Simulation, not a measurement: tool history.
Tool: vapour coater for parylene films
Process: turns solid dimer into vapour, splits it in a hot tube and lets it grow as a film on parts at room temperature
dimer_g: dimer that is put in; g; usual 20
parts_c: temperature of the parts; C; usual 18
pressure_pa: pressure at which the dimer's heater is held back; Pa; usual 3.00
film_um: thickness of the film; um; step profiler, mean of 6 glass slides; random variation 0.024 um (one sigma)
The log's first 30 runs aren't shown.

run,hour,dimer_g,parts_c,pressure_pa,film_um
31,1359.9,15,23,9.31,2.21
32,1390.9,15,11,7.80,4.18
33,1427.4,15,18,3.00,3.64
34,1462.2,11,14,5.54,2.81
35,1492.2,9,13,10.46,2.10
36,1542.1,26,18,3.21,6.21
37,1579.5,11,20,7.35,1.95
38,1635.6,13,18,2.51,3.28
39,1664.3,17,14,9.27,3.84
# hour 1673.1: trap's valve overhauled
40,1717.5,17,14,9.27,4.25
41,1763.5,10,24,6.43,1.63
42,1824.8,10,24,6.43,1.64
43,1855.0,25,24,5.90,4.14
44,1891.2,20,13,3.00,6.71
45,1942.3,34,17,3.00,9.36
46,1989.1,19,23,2.66,3.95
47,2044.3,30,16,3.00,8.54
48,2101.9,14,18,3.00,3.59

3 ways to go on from here, each from the tool as it stands after run 48. What would each give?
A,2154.3,25,12,3.00,?
B,2154.3,14,19,3.00,?
C,2154.3,15,14,4.35,?

run,film_um
A,8.63
B,3.45
C,4.37
Without the tool's hidden state the same runs would have given:
run,film_um
A,8.39
B,3.36
C,4.25

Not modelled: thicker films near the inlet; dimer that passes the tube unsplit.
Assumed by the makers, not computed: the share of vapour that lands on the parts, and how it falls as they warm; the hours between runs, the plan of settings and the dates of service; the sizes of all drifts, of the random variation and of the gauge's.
